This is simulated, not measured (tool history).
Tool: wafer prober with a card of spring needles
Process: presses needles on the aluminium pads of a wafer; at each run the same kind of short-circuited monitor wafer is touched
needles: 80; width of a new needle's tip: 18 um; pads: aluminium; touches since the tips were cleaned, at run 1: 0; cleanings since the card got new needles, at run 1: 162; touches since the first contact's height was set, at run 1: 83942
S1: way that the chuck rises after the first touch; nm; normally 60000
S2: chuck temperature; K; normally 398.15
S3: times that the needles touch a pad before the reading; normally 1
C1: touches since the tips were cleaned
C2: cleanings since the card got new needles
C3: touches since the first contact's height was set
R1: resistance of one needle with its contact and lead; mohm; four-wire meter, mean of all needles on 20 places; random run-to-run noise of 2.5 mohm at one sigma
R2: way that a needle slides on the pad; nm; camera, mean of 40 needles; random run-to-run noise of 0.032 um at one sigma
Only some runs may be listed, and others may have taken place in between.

run,hour,S1,S2,S3,C1,C2,C3,R1,R2
1,0.0,60000,398.15,1,0,162,83942,305,7690
# hour 4.2: tips cleaned on abrasive film
# hour 9.3: tips cleaned on abrasive film
# hour 14.5: tips cleaned on abrasive film
# hour 19.6: tips cleaned on abrasive film
# hour 24.7: tips cleaned on abrasive film
# hour 29.9: tips cleaned on abrasive film
# hour 35.0: tips cleaned on abrasive film
# hour 40.1: tips cleaned on abrasive film
# hour 44.2: tips cleaned on abrasive film
# hour 49.4: tips cleaned on abrasive film
# hour 54.5: tips cleaned on abrasive film
# hour 59.6: tips cleaned on abrasive film
# hour 64.8: tips cleaned on abrasive film
2,68.7,60000,398.15,1,2917,175,133703,451,7570
# hour 69.8: tips cleaned on abrasive film
# hour 75.0: tips cleaned on abrasive film
# hour 80.1: tips cleaned on abrasive film
# hour 85.2: tips cleaned on abrasive film
# hour 90.4: tips cleaned on abrasive film
# hour 94.5: tips cleaned on abrasive film
# hour 99.6: tips cleaned on abrasive film
# hour 104.8: tips cleaned on abrasive film
# hour 109.9: tips cleaned on abrasive film
# hour 115.0: tips cleaned on abrasive film
# hour 119.2: tips cleaned on abrasive film
# hour 124.3: tips cleaned on abrasive film
3,128.3,43000,398.15,1,2931,187,176745,628,5290
# hour 129.4: tips cleaned on abrasive film
# hour 133.5: tips cleaned on abrasive film
# hour 138.6: tips cleaned on abrasive film
# hour 143.8: tips cleaned on abrasive film
# hour 148.9: tips cleaned on abrasive film
# hour 154.0: tips cleaned on abrasive film
# hour 158.2: tips cleaned on abrasive film
# hour 163.3: tips cleaned on abrasive film
# hour 168.4: tips cleaned on abrasive film
# hour 172.5: tips cleaned on abrasive film
# hour 177.7: tips cleaned on abrasive film
# hour 181.9: tips cleaned on abrasive film
4,181.9,56000,398.15,1,0,199,215429,317,6820
# hour 187.0: tips cleaned on abrasive film
# hour 192.1: tips cleaned on abrasive film
# hour 196.3: tips cleaned on abrasive film
# hour 201.4: tips cleaned on abrasive film
# hour 206.5: tips cleaned on abrasive film
# hour 211.7: tips cleaned on abrasive film
# hour 216.8: tips cleaned on abrasive film
# hour 220.9: tips cleaned on abrasive film
5,221.2,60000,398.15,1,179,207,243829,318,7340
# hour 224.5: height of the first contact set anew
# hour 225.6: tips cleaned on abrasive film
# hour 229.7: tips cleaned on abrasive film
# hour 234.9: tips cleaned on abrasive film
# hour 239.0: tips cleaned on abrasive film
# hour 244.1: tips cleaned on abrasive film
# hour 249.3: tips cleaned on abrasive film
# hour 254.4: tips cleaned on abrasive film
# hour 259.5: tips cleaned on abrasive film
# hour 264.6: tips cleaned on abrasive film
# hour 269.8: tips cleaned on abrasive film
# hour 274.9: tips cleaned on abrasive film
# hour 280.0: tips cleaned on abrasive film
# hour 285.2: tips cleaned on abrasive film
# hour 290.3: tips cleaned on abrasive film
# hour 295.4: tips cleaned on abrasive film
# hour 300.6: tips cleaned on abrasive film
# hour 304.7: tips cleaned on abrasive film
# hour 308.9: tips cleaned on abrasive film
6,308.9,60000,322.15,1,0,225,60933,301,6920
# hour 313.0: tips cleaned on abrasive film
# hour 318.2: tips cleaned on abrasive film
# hour 323.3: tips cleaned on abrasive film
# hour 328.4: tips cleaned on abrasive film
# hour 332.5: tips cleaned on abrasive film
# hour 337.7: tips cleaned on abrasive film
# hour 341.8: tips cleaned on abrasive film
# hour 346.9: tips cleaned on abrasive film
# hour 352.1: tips cleaned on abrasive film
# hour 356.2: tips cleaned on abrasive film
# hour 361.3: tips cleaned on abrasive film
7,362.1,60000,398.15,1,560,236,99398,368,6850
# hour 366.2: tips cleaned on abrasive film
# hour 371.4: tips cleaned on abrasive film
# hour 376.5: tips cleaned on abrasive film
# hour 381.6: tips cleaned on abrasive film
# hour 386.7: tips cleaned on abrasive film
# hour 391.9: tips cleaned on abrasive film
# hour 397.0: tips cleaned on abrasive film
# hour 402.1: tips cleaned on abrasive film
# hour 407.3: tips cleaned on abrasive film
# hour 412.4: tips cleaned on abrasive film
# hour 417.5: tips cleaned on abrasive film
# hour 421.7: tips cleaned on abrasive film
# hour 426.8: tips cleaned on abrasive film
# hour 431.9: tips cleaned on abrasive film
8,434.5,60000,398.15,1,1912,250,151820,452,6710
# hour 436.6: tips cleaned on abrasive film
# hour 440.8: tips cleaned on abrasive film
# hour 445.9: tips cleaned on abrasive film
# hour 451.0: tips cleaned on abrasive film
# hour 453.3: height of the first contact set anew, once more
# hour 456.5: tips cleaned on abrasive film
# hour 461.6: tips cleaned on abrasive film
# hour 466.7: tips cleaned on abrasive film
# hour 471.9: tips cleaned on abrasive film
# hour 483.9: card fitted with new needles
# hour 489.0: tips cleaned on abrasive film
# hour 494.1: tips cleaned on abrasive film
# hour 499.3: tips cleaned on abrasive film
# hour 504.4: tips cleaned on abrasive film
# hour 509.5: tips cleaned on abrasive film
# hour 514.7: tips cleaned on abrasive film
# hour 518.8: tips cleaned on abrasive film
# hour 523.9: tips cleaned on abrasive film
# hour 528.1: tips cleaned on abrasive film
# hour 533.2: tips cleaned on abrasive film
9,533.3,60000,398.15,1,89,10,35743,298,7730
# hour 537.4: tips cleaned on abrasive film
# hour 542.6: tips cleaned on abrasive film
# hour 546.7: tips cleaned on abrasive film
# hour 551.8: tips cleaned on abrasive film
# hour 556.9: tips cleaned on abrasive film
# hour 562.1: tips cleaned on abrasive film
# hour 567.2: tips cleaned on abrasive film
10,570.4,47000,318.15,1,2331,17,62580,439,6040
# hour 571.5: tips cleaned on abrasive film
# hour 576.6: tips cleaned on abrasive film
# hour 581.7: tips cleaned on abrasive film
# hour 586.9: tips cleaned on abrasive film
# hour 592.0: tips cleaned on abrasive film
# hour 596.1: tips cleaned on abrasive film
# hour 601.3: tips cleaned on abrasive film
# hour 605.4: tips cleaned on abrasive film
# hour 610.5: tips cleaned on abrasive film
# hour 614.7: tips cleaned on abrasive film
# hour 619.8: tips cleaned on abrasive film
# hour 624.9: tips cleaned on abrasive film
# hour 630.1: tips cleaned on abrasive film
# hour 635.2: tips cleaned on abrasive film
# hour 639.3: tips cleaned on abrasive film
# hour 644.4: tips cleaned on abrasive film
11,646.0,52000,386.15,1,1167,33,117228,372,6560
# hour 649.1: tips cleaned on abrasive film
# hour 654.3: tips cleaned on abrasive film
# hour 659.4: tips cleaned on abrasive film
# hour 664.5: tips cleaned on abrasive film
# hour 669.7: tips cleaned on abrasive film
# hour 673.8: tips cleaned on abrasive film
# hour 678.9: tips cleaned on abrasive film
# hour 684.1: tips cleaned on abrasive film
# hour 689.2: tips cleaned on abrasive film
# hour 694.3: tips cleaned on abrasive film
# hour 699.5: tips cleaned on abrasive film
# hour 703.6: tips cleaned on abrasive film
# hour 708.7: tips cleaned on abrasive film
# hour 713.9: tips cleaned on abrasive film
# hour 719.0: tips cleaned on abrasive film
# hour 724.1: tips cleaned on abrasive film
12,726.8,53000,302.15,1,1950,49,175632,404,6520
# hour 728.9: tips cleaned on abrasive film
# hour 734.0: tips cleaned on abrasive film
# hour 739.2: tips cleaned on abrasive film
# hour 743.3: tips cleaned on abrasive film
# hour 748.4: tips cleaned on abrasive film
# hour 752.5: tips cleaned on abrasive film
# hour 757.7: tips cleaned on abrasive film
# hour 761.8: tips cleaned on abrasive film
# hour 766.9: tips cleaned on abrasive film
# hour 771.1: tips cleaned on abrasive film
# hour 776.2: tips cleaned on abrasive film
# hour 781.2: tips cleaned on abrasive film
13,781.2,52000,310.15,1,0,61,214901,284,6330
# hour 786.3: tips cleaned on abrasive film
# hour 791.5: tips cleaned on abrasive film
# hour 795.6: tips cleaned on abrasive film
# hour 800.7: tips cleaned on abrasive film
# hour 805.8: tips cleaned on abrasive film
# hour 811.0: tips cleaned on abrasive film
# hour 816.1: tips cleaned on abrasive film
# hour 821.2: tips cleaned on abrasive film
# hour 824.6: height of the first contact set anew
# hour 826.7: tips cleaned on abrasive film
# hour 831.8: tips cleaned on abrasive film
# hour 835.9: tips cleaned on abrasive film
# hour 841.1: tips cleaned on abrasive film
# hour 845.2: tips cleaned on abrasive film
# hour 850.3: tips cleaned on abrasive film
# hour 854.5: tips cleaned on abrasive film
14,856.4,52000,310.15,1,1455,76,22997,385,6730
# hour 859.6: tips cleaned on abrasive film
# hour 864.7: tips cleaned on abrasive film
# hour 869.8: tips cleaned on abrasive film
# hour 873.9: tips cleaned on abrasive film
# hour 879.1: tips cleaned on abrasive film
# hour 883.2: tips cleaned on abrasive film
# hour 888.3: tips cleaned on abrasive film
# hour 893.5: tips cleaned on abrasive film
# hour 898.6: tips cleaned on abrasive film
# hour 902.7: tips cleaned on abrasive film
15,905.8,52000,310.15,1,2277,86,58701,413,6740

Branching from run 15: 4 alternative next runs. What would each branch give?
# hour 906.9: tips cleaned on abrasive film
# hour 912.0: tips cleaned on abrasive film
# hour 916.2: tips cleaned on abrasive film
# hour 921.3: tips cleaned on abrasive film
# hour 925.4: tips cleaned on abrasive film
# hour 930.6: tips cleaned on abrasive film
# hour 935.7: tips cleaned on abrasive film
# hour 939.8: tips cleaned on abrasive film
# hour 944.9: tips cleaned on abrasive film
# hour 950.1: tips cleaned on abrasive film
# hour 955.2: tips cleaned on abrasive film
# hour 960.3: tips cleaned on abrasive film
A,962.2,52000,310.15,2,1334,98,99392,?,?
# hour 906.9: tips cleaned on abrasive film
# hour 912.0: tips cleaned on abrasive film
# hour 916.2: tips cleaned on abrasive film
# hour 921.3: tips cleaned on abrasive film
# hour 925.4: tips cleaned on abrasive film
# hour 930.6: tips cleaned on abrasive film
# hour 935.7: tips cleaned on abrasive film
# hour 939.8: tips cleaned on abrasive film
# hour 944.9: tips cleaned on abrasive film
# hour 950.1: tips cleaned on abrasive film
# hour 955.2: tips cleaned on abrasive film
# hour 960.3: tips cleaned on abrasive film
B,962.2,49000,310.15,2,1334,98,99392,?,?
# hour 906.9: tips cleaned on abrasive film
# hour 912.0: tips cleaned on abrasive film
# hour 916.2: tips cleaned on abrasive film
# hour 921.3: tips cleaned on abrasive film
# hour 925.4: tips cleaned on abrasive film
# hour 930.6: tips cleaned on abrasive film
# hour 935.7: tips cleaned on abrasive film
# hour 939.8: tips cleaned on abrasive film
# hour 944.9: tips cleaned on abrasive film
# hour 950.1: tips cleaned on abrasive film
# hour 955.2: tips cleaned on abrasive film
# hour 960.3: tips cleaned on abrasive film
C,962.2,60000,398.15,1,1334,98,99392,?,?
# hour 906.9: tips cleaned on abrasive film
# hour 912.0: tips cleaned on abrasive film
# hour 916.2: tips cleaned on abrasive film
# hour 921.3: tips cleaned on abrasive film
# hour 925.4: tips cleaned on abrasive film
# hour 930.6: tips cleaned on abrasive film
# hour 935.7: tips cleaned on abrasive film
# hour 939.8: tips cleaned on abrasive film
# hour 944.9: tips cleaned on abrasive film
# hour 950.1: tips cleaned on abrasive film
# hour 955.2: tips cleaned on abrasive film
# hour 960.3: tips cleaned on abrasive film
D,962.2,53000,310.15,1,1334,98,99392,?,?

run,R1,R2
A,333,6580
B,347,6200
C,367,7680
D,371,6750
The same runs, with their run-to-run variation unchanged, on a tool lacking any hidden condition would have given:
run,R1,R2
A,264,6800
B,269,6410
C,291,7900
D,263,6960
